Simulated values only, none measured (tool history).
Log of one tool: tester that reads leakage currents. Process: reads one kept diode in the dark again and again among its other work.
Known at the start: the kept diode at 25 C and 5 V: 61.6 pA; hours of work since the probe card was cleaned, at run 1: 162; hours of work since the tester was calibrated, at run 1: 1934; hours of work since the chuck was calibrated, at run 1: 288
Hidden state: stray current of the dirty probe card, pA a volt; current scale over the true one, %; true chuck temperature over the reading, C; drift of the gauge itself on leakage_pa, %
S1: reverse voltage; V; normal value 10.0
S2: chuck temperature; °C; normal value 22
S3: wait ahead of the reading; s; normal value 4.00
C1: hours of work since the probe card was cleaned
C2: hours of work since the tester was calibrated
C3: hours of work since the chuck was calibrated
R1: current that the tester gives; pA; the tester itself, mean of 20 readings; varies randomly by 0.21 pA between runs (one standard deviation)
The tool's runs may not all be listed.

run,hour,S1,S2,S3,C1,C2,C3,R1
1,0.0,10.0,22,4.00,162,1934,288,66.34
2,28.0,10.0,22,4.00,174,1947,301,66.56
3,46.8,10.0,22,4.00,183,1956,309,66.55
4,80.3,10.0,22,4.00,198,1971,324,66.02
5,104.9,10.0,22,4.00,209,1982,335,66.18
6,122.7,14.6,22,4.00,217,1990,343,82.34
7,157.5,14.6,22,4.00,233,2006,359,81.99
8,175.0,10.0,22,0.68,241,2014,367,67.46
9,212.9,10.0,22,0.68,258,2031,384,67.18
10,235.7,10.0,22,1.08,268,2041,395,66.82
11,271.7,10.0,47,4.00,285,2057,411,602.50
12,300.4,10.0,22,4.00,298,2070,424,65.50
13,320.9,10.0,22,4.00,307,2080,433,65.10
14,344.4,10.0,22,4.00,317,2090,444,65.25
15,363.2,10.0,22,4.00,326,2099,452,65.06
16,391.8,10.0,22,4.00,339,2112,465,64.72
17,418.7,4.1,22,4.00,351,2124,477,38.97
18,452.8,4.1,22,4.00,366,2139,493,38.69
19,471.4,4.1,22,4.00,375,2148,501,38.82
20,509.6,4.1,22,4.00,392,2165,518,38.60
# hour 515.5: probe card cleaned and baked
21,546.8,7.5,47,3.83,14,2180,534,502.56
22,580.2,4.6,39,0.45,29,2196,549,194.55
23,605.0,4.6,39,0.45,40,2207,560,194.26
# hour 617.6: tester calibrated
24,630.0,4.6,35,0.45,51,6,571,135.19
25,668.6,2.0,24,6.15,68,23,588,30.47
26,703.1,2.0,24,6.15,84,39,604,30.29
27,720.9,2.0,24,6.15,92,47,612,30.57
# hour 746.2: probe card cleaned and baked, once more
28,756.1,20.0,24,4.95,4,61,626,110.97
29,792.9,3.6,22,0.31,21,78,643,36.16
30,812.6,8.9,33,0.44,30,87,652,162.66
31,829.8,11.8,38,0.61,38,95,660,294.44
32,856.5,1.6,38,3.88,50,107,672,93.94
33,880.7,1.6,38,3.88,61,118,683,94.63
34,913.7,9.7,35,2.32,76,133,698,200.16
35,942.8,7.5,43,0.74,89,146,711,345.99
36,964.0,7.5,43,0.74,99,155,720,347.29
37,994.3,7.5,43,0.74,112,169,734,345.45
38,1019.0,7.2,30,0.80,123,180,745,107.11
39,1052.8,7.9,22,4.00,139,195,761,52.76

Take each entry between the runs: how does the hidden state at the last listed run before it differ from the hidden state at the first listed run after it?
Between runs 20 and 21: probe card cleaned and baked (hour 515.5)
  stray current of the dirty probe card, pA a volt: 0.118 -> 0.187; true chuck temperature over the reading, C: -0.98 -> -1.01
  measured less the result without the state, R1: -2.94 -> -36.44 pA
Between runs 23 and 24: tester calibrated (hour 617.6)
  stray current of the dirty probe card, pA a volt: 0.194 -> 0.196; current scale over the true one, %: 1.05 -> 0.18; true chuck temperature over the reading, C: -1.06 -> -1.08
  measured less the result without the state, R1: -15.44 -> -12.31 pA
Between runs 27 and 28: probe card cleaned and baked, once more (hour 746.2)
  stray current of the dirty probe card, pA a volt: 0.206 -> 0.026; current scale over the true one, %: 0.2 -> 0.21; true chuck temperature over the reading, C: -1.16 -> -1.19
  measured less the result without the state, R1: -3.09 -> -12.89 pA
